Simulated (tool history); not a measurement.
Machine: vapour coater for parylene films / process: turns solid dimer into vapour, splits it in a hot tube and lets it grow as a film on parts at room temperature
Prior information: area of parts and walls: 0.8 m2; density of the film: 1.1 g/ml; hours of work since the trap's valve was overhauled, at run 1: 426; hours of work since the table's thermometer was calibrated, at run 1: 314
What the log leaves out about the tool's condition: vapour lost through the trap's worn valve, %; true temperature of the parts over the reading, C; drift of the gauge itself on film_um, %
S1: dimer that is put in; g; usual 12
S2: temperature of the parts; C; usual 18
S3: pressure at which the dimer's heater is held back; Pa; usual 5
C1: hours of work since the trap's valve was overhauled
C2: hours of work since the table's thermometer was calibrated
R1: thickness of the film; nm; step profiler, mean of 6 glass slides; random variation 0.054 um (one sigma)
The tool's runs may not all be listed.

{"run": 1, "hour": 0.0, "S1": 12, "S2": 18, "S3": 5, "C1": 426, "C2": 314, "R1": 7980}
{"run": 2, "hour": 28.8, "S1": 12, "S2": 18, "S3": 5, "C1": 450, "C2": 337, "R1": 7850}
{"run": 3, "hour": 79.6, "S1": 12, "S2": 18, "S3": 5, "C1": 492, "C2": 379, "R1": 7850}
{"run": 4, "hour": 128.2, "S1": 12, "S2": 18, "S3": 5, "C1": 532, "C2": 419, "R1": 7900}
{"run": 5, "hour": 156.8, "S1": 12, "S2": 18, "S3": 5, "C1": 555, "C2": 442, "R1": 7920}
{"run": 6, "hour": 186.8, "S1": 12, "S2": 18, "S3": 5, "C1": 580, "C2": 467, "R1": 7810}
{"run": 7, "hour": 217.8, "S1": 12, "S2": 18, "S3": 5, "C1": 605, "C2": 492, "R1": 7880}
{"hour": 253.6, "done": "trap's valve overhauled"}
{"run": 8, "hour": 265.1, "S1": 12, "S2": 18, "S3": 5, "C1": 9, "C2": 528, "R1": 8160}
{"run": 9, "hour": 302.9, "S1": 12, "S2": 18, "S3": 8.49, "C1": 41, "C2": 559, "R1": 7590}
{"run": 10, "hour": 345.0, "S1": 12, "S2": 18, "S3": 8.49, "C1": 75, "C2": 593, "R1": 7580}
{"run": 11, "hour": 389.3, "S1": 12, "S2": 18, "S3": 5, "C1": 111, "C2": 630, "R1": 8180}
{"run": 12, "hour": 416.8, "S1": 12, "S2": 18, "S3": 5, "C1": 134, "C2": 652, "R1": 8120}
{"run": 13, "hour": 458.8, "S1": 12, "S2": 18, "S3": 5, "C1": 168, "C2": 687, "R1": 8130}
{"run": 14, "hour": 505.7, "S1": 12, "S2": 18, "S3": 5, "C1": 207, "C2": 725, "R1": 8160}
{"run": 15, "hour": 555.2, "S1": 12, "S2": 18, "S3": 5, "C1": 248, "C2": 766, "R1": 8180}
{"run": 16, "hour": 582.4, "S1": 17, "S2": 18, "S3": 5, "C1": 270, "C2": 788, "R1": 11440}
{"run": 17, "hour": 618.1, "S1": 16, "S2": 18, "S3": 5, "C1": 299, "C2": 818, "R1": 10820}
{"run": 18, "hour": 659.9, "S1": 16, "S2": 18, "S3": 5, "C1": 333, "C2": 852, "R1": 10740}
{"run": 19, "hour": 699.2, "S1": 16, "S2": 18, "S3": 5, "C1": 366, "C2": 884, "R1": 10810}
{"run": 20, "hour": 723.9, "S1": 16, "S2": 18, "S3": 5, "C1": 386, "C2": 904, "R1": 10730}
{"run": 21, "hour": 770.6, "S1": 12, "S2": 22, "S3": 5, "C1": 424, "C2": 943, "R1": 6760}
{"run": 22, "hour": 793.7, "S1": 12, "S2": 18, "S3": 3.29, "C1": 443, "C2": 962, "R1": 8520}
{"run": 23, "hour": 816.9, "S1": 12, "S2": 13, "S3": 5, "C1": 462, "C2": 981, "R1": 10050}
{"hour": 822.6, "done": "table's thermometer calibrated"}
{"run": 24, "hour": 845.6, "S1": 8, "S2": 18, "S3": 7.24, "C1": 485, "C2": 19, "R1": 5070}
{"run": 25, "hour": 891.1, "S1": 7, "S2": 18, "S3": 7.24, "C1": 522, "C2": 56, "R1": 4360}
{"run": 26, "hour": 920.9, "S1": 7, "S2": 18, "S3": 7.24, "C1": 547, "C2": 81, "R1": 4340}
{"run": 27, "hour": 955.9, "S1": 17, "S2": 24, "S3": 5, "C1": 576, "C2": 109, "R1": 8580}
{"run": 28, "hour": 1003.1, "S1": 9, "S2": 17, "S3": 2.01, "C1": 614, "C2": 148, "R1": 7200}
{"hour": 1029.5, "done": "trap's valve overhauled"}
{"run": 29, "hour": 1056.3, "S1": 7, "S2": 18, "S3": 6, "C1": 22, "C2": 189, "R1": 4780}
{"hour": 1077.4, "done": "table's thermometer calibrated, once more"}
{"run": 30, "hour": 1081.1, "S1": 7, "S2": 18, "S3": 6, "C1": 42, "C2": 3, "R1": 4610}
{"run": 31, "hour": 1126.6, "S1": 7, "S2": 12, "S3": 3.63, "C1": 79, "C2": 40, "R1": 6570}
{"run": 32, "hour": 1152.5, "S1": 9, "S2": 10, "S3": 7.09, "C1": 100, "C2": 62, "R1": 8150}
{"run": 33, "hour": 1198.4, "S1": 9, "S2": 10, "S3": 7.09, "C1": 138, "C2": 99, "R1": 8300}
{"run": 34, "hour": 1242.5, "S1": 9, "S2": 10, "S3": 7.09, "C1": 174, "C2": 135, "R1": 8340}
{"run": 35, "hour": 1282.7, "S1": 9, "S2": 10, "S3": 7.09, "C1": 207, "C2": 168, "R1": 8290}
{"run": 36, "hour": 1318.6, "S1": 9, "S2": 10, "S3": 7.09, "C1": 236, "C2": 198, "R1": 8230}
{"run": 37, "hour": 1346.4, "S1": 12, "S2": 18, "S3": 6.14, "C1": 259, "C2": 221, "R1": 7770}
{"run": 38, "hour": 1372.5, "S1": 7, "S2": 16, "S3": 5, "C1": 281, "C2": 242, "R1": 5140}
{"run": 39, "hour": 1413.0, "S1": 7, "S2": 12, "S3": 5, "C1": 314, "C2": 275, "R1": 6170}
{"run": 40, "hour": 1447.7, "S1": 7, "S2": 12, "S3": 5, "C1": 342, "C2": 304, "R1": 6120}
{"run": 41, "hour": 1489.7, "S1": 9, "S2": 28, "S3": 5, "C1": 377, "C2": 338, "R1": 3790}
{"run": 42, "hour": 1528.3, "S1": 15, "S2": 18, "S3": 2.38, "C1": 409, "C2": 370, "R1": 11240}
{"run": 43, "hour": 1570.8, "S1": 9, "S2": 12, "S3": 5, "C1": 443, "C2": 405, "R1": 7840}
{"run": 44, "hour": 1595.7, "S1": 16, "S2": 25, "S3": 6.46, "C1": 464, "C2": 425, "R1": 7450}
{"run": 45, "hour": 1646.1, "S1": 15, "S2": 18, "S3": 5, "C1": 505, "C2": 467, "R1": 9920}
{"run": 46, "hour": 1672.2, "S1": 5, "S2": 11, "S3": 5.7, "C1": 527, "C2": 488, "R1": 4410}

Consider 5 possible next runs. They are alternatives, not a sequence: every one starts from the tool as it was left by run 46. What does each give?
{"run": "A", "hour": 1713.6, "S1": 14, "S2": 30, "S3": 5, "C1": 561, "C2": 522, "R1": "?"}
{"run": "B", "hour": 1713.6, "S1": 7, "S2": 13, "S3": 5.7, "C1": 561, "C2": 522, "R1": "?"}
{"run": "C", "hour": 1713.6, "S1": 5, "S2": 11, "S3": 5.39, "C1": 561, "C2": 522, "R1": "?"}
{"run": "D", "hour": 1713.6, "S1": 7, "S2": 18, "S3": 10.09, "C1": 561, "C2": 522, "R1": "?"}
{"run": "E", "hour": 1713.6, "S1": 12, "S2": 18, "S3": 4.13, "C1": 561, "C2": 522, "R1": "?"}

run=A R1=5410
run=B R1=5610
run=C R1=4490
run=D R1=4100
run=E R1=8180
With no hidden state in the tool, these same runs would have given:
run=A R1=5670
run=B R1=5870
run=C R1=4700
run=D R1=4290
run=E R1=8570

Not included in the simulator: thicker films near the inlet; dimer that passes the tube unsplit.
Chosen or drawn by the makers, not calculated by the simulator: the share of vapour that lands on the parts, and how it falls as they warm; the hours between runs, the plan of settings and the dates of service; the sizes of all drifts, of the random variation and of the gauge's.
